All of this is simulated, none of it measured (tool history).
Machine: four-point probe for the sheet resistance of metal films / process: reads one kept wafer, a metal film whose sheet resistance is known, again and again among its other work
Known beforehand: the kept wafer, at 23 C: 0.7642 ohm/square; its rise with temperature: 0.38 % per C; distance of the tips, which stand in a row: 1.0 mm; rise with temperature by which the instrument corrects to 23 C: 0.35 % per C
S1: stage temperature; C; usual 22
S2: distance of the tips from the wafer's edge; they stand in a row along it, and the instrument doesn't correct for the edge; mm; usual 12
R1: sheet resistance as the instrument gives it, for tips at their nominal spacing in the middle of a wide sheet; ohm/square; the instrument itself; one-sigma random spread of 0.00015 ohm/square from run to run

{"run": 1, "hour": 0.0, "S1": 22, "S2": 12, "R1": 0.772545}
{"run": 2, "hour": 19.1, "S1": 31, "S2": 12, "R1": 0.774931}
{"run": 3, "hour": 45.0, "S1": 31, "S2": 12, "R1": 0.775235}
{"run": 4, "hour": 81.1, "S1": 31, "S2": 12, "R1": 0.775025}
{"run": 5, "hour": 108.2, "S1": 22, "S2": 12, "R1": 0.772896}
{"run": 6, "hour": 128.6, "S1": 22, "S2": 12, "R1": 0.772773}
{"run": 7, "hour": 163.5, "S1": 22, "S2": 7, "R1": 0.77853}
{"run": 8, "hour": 192.6, "S1": 22, "S2": 7, "R1": 0.778821}
{"run": 9, "hour": 220.8, "S1": 23, "S2": 12, "R1": 0.773469}
{"run": 10, "hour": 251.3, "S1": 35, "S2": 12, "R1": 0.776659}
{"run": 11, "hour": 272.1, "S1": 35, "S2": 12, "R1": 0.776856}
{"hour": 276.2, "done": "stage's thermometer calibrated"}
{"run": 12, "hour": 305.8, "S1": 35, "S2": 27, "R1": 0.774619}
{"run": 13, "hour": 340.7, "S1": 35, "S2": 27, "R1": 0.774629}
{"hour": 343.6, "done": "stage's thermometer calibrated, once more"}
{"run": 14, "hour": 379.8, "S1": 35, "S2": 27, "R1": 0.774964}
{"run": 15, "hour": 419.9, "S1": 35, "S2": 10, "R1": 0.778589}
{"run": 16, "hour": 437.5, "S1": 28, "S2": 12, "R1": 0.775516}
{"run": 17, "hour": 462.7, "S1": 28, "S2": 12, "R1": 0.775612}
{"run": 18, "hour": 487.9, "S1": 28, "S2": 52, "R1": 0.772719}
{"run": 19, "hour": 526.8, "S1": 28, "S2": 3, "R1": 0.816218}
{"run": 20, "hour": 543.3, "S1": 28, "S2": 4, "R1": 0.798145}
{"run": 21, "hour": 568.1, "S1": 29, "S2": 26, "R1": 0.773638}
{"run": 22, "hour": 603.8, "S1": 29, "S2": 26, "R1": 0.773959}
{"run": 23, "hour": 641.9, "S1": 29, "S2": 26, "R1": 0.773995}
{"run": 24, "hour": 680.2, "S1": 31, "S2": 10, "R1": 0.77819}
{"run": 25, "hour": 703.8, "S1": 31, "S2": 10, "R1": 0.778297}
{"run": 26, "hour": 726.0, "S1": 20, "S2": 12, "R1": 0.773804}
{"run": 27, "hour": 752.3, "S1": 32, "S2": 12, "R1": 0.777439}
{"run": 28, "hour": 780.6, "S1": 27, "S2": 3, "R1": 0.817064}
{"run": 29, "hour": 799.8, "S1": 27, "S2": 3, "R1": 0.816811}
{"run": 30, "hour": 817.7, "S1": 26, "S2": 25, "R1": 0.773739}
{"run": 31, "hour": 848.7, "S1": 34, "S2": 58, "R1": 0.775626}
{"run": 32, "hour": 887.2, "S1": 34, "S2": 37, "R1": 0.77566}
{"run": 33, "hour": 916.6, "S1": 34, "S2": 9, "R1": 0.780613}
{"run": 34, "hour": 942.8, "S1": 34, "S2": 9, "R1": 0.780773}
{"run": 35, "hour": 980.4, "S1": 34, "S2": 9, "R1": 0.780561}

Hidden state or all else? Some run-to-run changes of R1, split into what the settings, what came in and random variation would give without the hidden state, and what is left for the hidden state (with any gauge scatter that isn't in both results):
The tool's hidden condition here consists of: inner tips' distance over the nominal, %; tips' flats over new ones', %; wafer's true temperature over the reading, C; drift of the gauge itself on sheet_ohm, %.
Run 18 -> 19: S2 52 -> 3. R1 +0.043499 ohm/square: hidden state +0.000487, all else +0.043012.
Run 27 -> 28: S1 32 -> 27, S2 12 -> 3. R1 +0.039625 ohm/square: hidden state +0.000444, all else +0.039181.
Run 29 -> 30: S1 27 -> 26, S2 3 -> 25. R1 -0.043072 ohm/square: hidden state -0.000367, all else -0.042705.
